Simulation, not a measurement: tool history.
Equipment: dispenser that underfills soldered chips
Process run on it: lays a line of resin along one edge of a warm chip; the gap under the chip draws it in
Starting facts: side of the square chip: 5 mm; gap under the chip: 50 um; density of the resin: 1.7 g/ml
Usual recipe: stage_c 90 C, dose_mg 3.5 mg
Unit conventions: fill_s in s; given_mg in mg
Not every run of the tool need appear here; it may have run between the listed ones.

{"run": 1, "hour": 0.0, "stage_c": 90, "dose_mg": 3.5, "fill_s": 29.7, "given_mg": 3.47}
{"hour": 2.4, "done": "new syringe of resin"}
{"run": 2, "hour": 4.9, "stage_c": 90, "dose_mg": 3.5, "fill_s": 24.8, "given_mg": 3.49}
{"run": 3, "hour": 8.6, "stage_c": 90, "dose_mg": 3.5, "fill_s": 27.1, "given_mg": 3.42}
{"hour": 12.2, "done": "new syringe of resin"}
{"run": 4, "hour": 12.2, "stage_c": 90, "dose_mg": 3.5, "fill_s": 23, "given_mg": 3.47}
{"run": 5, "hour": 15.2, "stage_c": 90, "dose_mg": 3.5, "fill_s": 24.9, "given_mg": 3.45}
{"run": 6, "hour": 21.2, "stage_c": 90, "dose_mg": 4.5, "fill_s": 29.5, "given_mg": 4.43}
{"hour": 22.0, "done": "new syringe of resin"}
{"run": 7, "hour": 27.3, "stage_c": 85, "dose_mg": 3.5, "fill_s": 35.3, "given_mg": 3.44}
{"run": 8, "hour": 29.9, "stage_c": 85, "dose_mg": 3.5, "fill_s": 37.3, "given_mg": 3.41}
{"hour": 31.9, "done": "new syringe of resin"}
{"run": 9, "hour": 32.9, "stage_c": 85, "dose_mg": 3.15, "fill_s": 31.5, "given_mg": 3.07}
{"run": 10, "hour": 36.7, "stage_c": 85, "dose_mg": 3.15, "fill_s": 35.3, "given_mg": 3.07}
{"run": 11, "hour": 39.9, "stage_c": 85, "dose_mg": 3.15, "fill_s": 38.5, "given_mg": 3.11}
{"hour": 41.9, "done": "new syringe of resin"}
{"run": 12, "hour": 43.3, "stage_c": 85, "dose_mg": 3.15, "fill_s": 31, "given_mg": 3.06}
{"run": 13, "hour": 48.1, "stage_c": 90, "dose_mg": 3.5, "fill_s": 27.9, "given_mg": 3.36}
{"run": 14, "hour": 51.3, "stage_c": 90, "dose_mg": 3.5, "fill_s": 30.5, "given_mg": 3.4}
{"hour": 52.0, "done": "new syringe of resin"}
{"run": 15, "hour": 57.5, "stage_c": 75, "dose_mg": 3.07, "fill_s": 58.6, "given_mg": 2.98}
{"run": 16, "hour": 61.3, "stage_c": 83, "dose_mg": 3.09, "fill_s": 42.8, "given_mg": 2.95}
{"hour": 62.0, "done": "new syringe of resin"}
{"run": 17, "hour": 67.0, "stage_c": 90, "dose_mg": 3.59, "fill_s": 27.1, "given_mg": 3.46}
{"run": 18, "hour": 71.0, "stage_c": 90, "dose_mg": 3.59, "fill_s": 30.3, "given_mg": 3.43}
{"hour": 71.9, "done": "new syringe of resin"}
{"run": 19, "hour": 76.8, "stage_c": 83, "dose_mg": 3.87, "fill_s": 37.9, "given_mg": 3.73}
{"hour": 81.8, "done": "new syringe of resin"}
{"run": 20, "hour": 83.1, "stage_c": 92, "dose_mg": 3.63, "fill_s": 21.2, "given_mg": 3.43}
{"run": 21, "hour": 88.0, "stage_c": 91, "dose_mg": 3.91, "fill_s": 25.9, "given_mg": 3.68}
{"hour": 91.8, "done": "new syringe of resin"}
{"run": 22, "hour": 92.0, "stage_c": 102, "dose_mg": 3.5, "fill_s": 13.5, "given_mg": 3.29}
{"run": 23, "hour": 96.9, "stage_c": 102, "dose_mg": 3.5, "fill_s": 15.7, "given_mg": 3.32}
{"hour": 101.6, "done": "new syringe of resin"}
{"run": 24, "hour": 101.9, "stage_c": 78, "dose_mg": 3.6, "fill_s": 43.4, "given_mg": 3.39}
{"run": 25, "hour": 106.7, "stage_c": 101, "dose_mg": 3.53, "fill_s": 16.1, "given_mg": 3.32}
{"hour": 111.4, "done": "new syringe of resin"}
{"run": 26, "hour": 113.1, "stage_c": 90, "dose_mg": 4.27, "fill_s": 23.5, "given_mg": 3.97}
{"run": 27, "hour": 116.2, "stage_c": 82, "dose_mg": 4.08, "fill_s": 38, "given_mg": 3.81}
{"run": 28, "hour": 120.2, "stage_c": 85, "dose_mg": 3.9, "fill_s": 37.6, "given_mg": 3.65}

Here are 4 independent what-if runs from the current tool condition. What would each one return?
{"hour": 121.2, "done": "new syringe of resin"}
{"run": "A", "hour": 123.2, "stage_c": 96, "dose_mg": 3.5, "fill_s": "?", "given_mg": "?"}
{"hour": 121.2, "done": "new syringe of resin"}
{"run": "B", "hour": 123.2, "stage_c": 92, "dose_mg": 4.13, "fill_s": "?", "given_mg": "?"}
{"hour": 121.2, "done": "new syringe of resin"}
{"run": "C", "hour": 123.2, "stage_c": 93, "dose_mg": 3.78, "fill_s": "?", "given_mg": "?"}
{"hour": 121.2, "done": "new syringe of resin"}
{"run": "D", "hour": 123.2, "stage_c": 90, "dose_mg": 3.71, "fill_s": "?", "given_mg": "?"}

run=A fill_s=17.6 given_mg=3.26
run=B fill_s=21.8 given_mg=3.88
run=C fill_s=21.6 given_mg=3.55
run=D fill_s=24.1 given_mg=3.45
Without the tool's hidden state the same runs would have given:
run=A fill_s=17.4 given_mg=3.49
run=B fill_s=21.7 given_mg=4.16
run=C fill_s=21.5 given_mg=3.81
run=D fill_s=23.9 given_mg=3.7
